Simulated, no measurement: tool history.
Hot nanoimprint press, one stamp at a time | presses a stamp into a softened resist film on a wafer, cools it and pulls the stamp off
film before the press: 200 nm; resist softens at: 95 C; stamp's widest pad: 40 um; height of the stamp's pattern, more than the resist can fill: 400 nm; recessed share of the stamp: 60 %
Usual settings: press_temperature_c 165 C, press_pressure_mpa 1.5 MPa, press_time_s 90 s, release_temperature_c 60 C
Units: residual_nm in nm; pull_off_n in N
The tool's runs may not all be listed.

Run 1, hour 0: usual settings. Result: residual_nm 117.2 nm, pull_off_n 275 N.
Run 2, hour 50.6: usual settings but release_temperature_c 49 C. Result: residual_nm 117.4 nm, pull_off_n 323 N.
Run 3, hour 94.4: usual settings but press_pressure_mpa 1.13 MPa. Result: residual_nm 131.1 nm, pull_off_n 290 N.
Run 4, hour 143: usual settings but press_pressure_mpa 1.13 MPa. Result: residual_nm 130.5 nm, pull_off_n 297 N.
Run 5, hour 177: usual settings but press_pressure_mpa 1.13 MPa. Result: residual_nm 131.6 nm, pull_off_n 311 N.
At hour 219.3: plate thermocouple calibrated.
At hour 228.4: stamp cleaned and given a new release coat.
Run 6, hour 228.4: usual settings. Result: residual_nm 121.3 nm, pull_off_n 223 N.
Run 7, hour 293.3: usual settings but press_temperature_c 160 C. Result: residual_nm 137.7 nm, pull_off_n 245 N.
Run 8, hour 336.1: usual settings but release_temperature_c 50 C. Result: residual_nm 121.9 nm, pull_off_n 292 N.
At hour 392.2: plate thermocouple calibrated, once more.
Run 9, hour 409.5: usual settings but press_temperature_c 171 C. Result: residual_nm 97.3 nm, pull_off_n 250 N.
Run 10, hour 448.8: usual settings. Result: residual_nm 113.1 nm, pull_off_n 266 N.
Run 11, hour 509.8: usual settings but press_pressure_mpa 1.59 MPa, press_time_s 51 s, release_temperature_c 57 C. Result: residual_nm 131.4 nm, pull_off_n 296 N.
Run 12, hour 544.8: usual settings but press_temperature_c 169 C. Result: residual_nm 104 nm, pull_off_n 291 N.
Run 13, hour 604.1: usual settings but press_temperature_c 169 C. Result: residual_nm 103.8 nm, pull_off_n 306 N.
At hour 643.9: stamp cleaned and given a new release coat.
At hour 674.3: press's hydraulic seals changed and the load cell set to zero.
Run 14, hour 699.3: usual settings but press_temperature_c 163 C, press_time_s 70 s, release_temperature_c 64 C. Result: residual_nm 126 nm, pull_off_n 216 N.
Run 15, hour 766.4: usual settings but press_temperature_c 154 C, press_pressure_mpa 2.18 MPa, release_temperature_c 57 C. Result: residual_nm 125.6 nm, pull_off_n 259 N.
Run 16, hour 838.8: usual settings but press_temperature_c 163 C, press_pressure_mpa 1.18 MPa, press_time_s 118 s, release_temperature_c 46 C. Result: residual_nm 120.1 nm, pull_off_n 313 N.
Run 17, hour 914.4: usual settings but press_temperature_c 177 C, press_pressure_mpa 1.18 MPa, press_time_s 81 s, release_temperature_c 63 C. Result: residual_nm 98.6 nm, pull_off_n 261 N.
Run 18, hour 956.2: usual settings but press_temperature_c 168 C, press_time_s 98 s. Result: residual_nm 102.5 nm, pull_off_n 287 N.
Run 19, hour 989.8: usual settings but press_temperature_c 155 C, release_temperature_c 49 C. Result: residual_nm 143.7 nm, pull_off_n 366 N.

5 ways to go on from here, each from the tool as it stands after run 19. What would each give?
Run A, hour 1041.7: usual settings but release_temperature_c 53 C. Result: residual_nm ?, pull_off_n ?.
Run B, hour 1041.7: usual settings but press_temperature_c 167 C, press_pressure_mpa 0.97 MPa, press_time_s 96 s. Result: residual_nm ?, pull_off_n ?.
Run C, hour 1041.7: usual settings but press_temperature_c 175 C, release_temperature_c 53 C. Result: residual_nm ?, pull_off_n ?.
Run D, hour 1041.7: usual settings but press_pressure_mpa 2.11 MPa. Result: residual_nm ?, pull_off_n ?.
Run E, hour 1041.7: usual settings but press_temperature_c 155 C, press_pressure_mpa 1.01 MPa, press_time_s 54 s, release_temperature_c 47 C. Result: residual_nm ?, pull_off_n ?.

run  residual_nm  pull_off_n
  A        113.7         359
  B        129.2         323
  C           89         354
  D         96.8         315
  E        173.6         379
Without the tool's hidden state the same runs would have given:
run  residual_nm  pull_off_n
  A        108.4         239
  B        124.3         214
  C         84.7         236
  D         91.6         209
  E        170.1         253

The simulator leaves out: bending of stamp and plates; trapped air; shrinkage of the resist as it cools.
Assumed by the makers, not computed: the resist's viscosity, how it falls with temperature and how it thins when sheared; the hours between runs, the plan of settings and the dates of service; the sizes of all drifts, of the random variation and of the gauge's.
